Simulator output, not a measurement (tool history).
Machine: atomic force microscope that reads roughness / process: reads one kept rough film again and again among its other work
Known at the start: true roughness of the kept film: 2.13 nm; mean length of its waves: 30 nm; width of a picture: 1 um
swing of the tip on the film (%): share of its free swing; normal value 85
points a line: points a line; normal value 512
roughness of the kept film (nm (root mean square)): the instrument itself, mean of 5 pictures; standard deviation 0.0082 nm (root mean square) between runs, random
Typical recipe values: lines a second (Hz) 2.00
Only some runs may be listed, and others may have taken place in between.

run	hour	lines a second (Hz)	swing of the tip on the film (%)	points a line	roughness of the kept film (nm (root mean square))
1	0.0	2.00	85	512	1.759
2	18.2	2.00	85	512	1.730
3	41.6	2.00	85	512	1.713
4	75.7	2.00	85	293	1.673
5	110.5	2.00	85	293	1.637
6	126.1	2.00	85	293	1.618
7	156.8	2.00	85	293	1.595
8	186.1	2.00	85	293	1.576
9	211.7	1.30	85	512	1.617
10	233.9	3.13	85	512	1.469
11	254.6	3.13	85	512	1.467
12	272.4	3.13	85	284	1.442
# hour 276.0: height scale calibrated on a step standard
13	293.0	2.00	85	565	1.506
14	324.6	2.00	85	565	1.488
15	345.5	2.84	85	512	1.417
16	378.1	2.84	85	988	1.400
17	397.2	0.56	85	512	1.533
# hour 400.8: new tip fitted
# hour 423.8: height scale calibrated on a step standard, once more
18	432.0	0.99	81	512	1.845
19	448.9	0.99	81	512	1.830
20	467.3	1.21	65	470	1.839
21	488.7	1.21	65	470	1.833
22	514.9	3.51	69	539	1.718

What will run 23 give?
23	544.3	3.51	69	938	?

{"run 23": {"roughness of the kept film (nm (root mean square))": 1.68}}
Had the tool carried no hidden state, the very same run would have given roughness of the kept film (nm (root mean square)) 1.813.
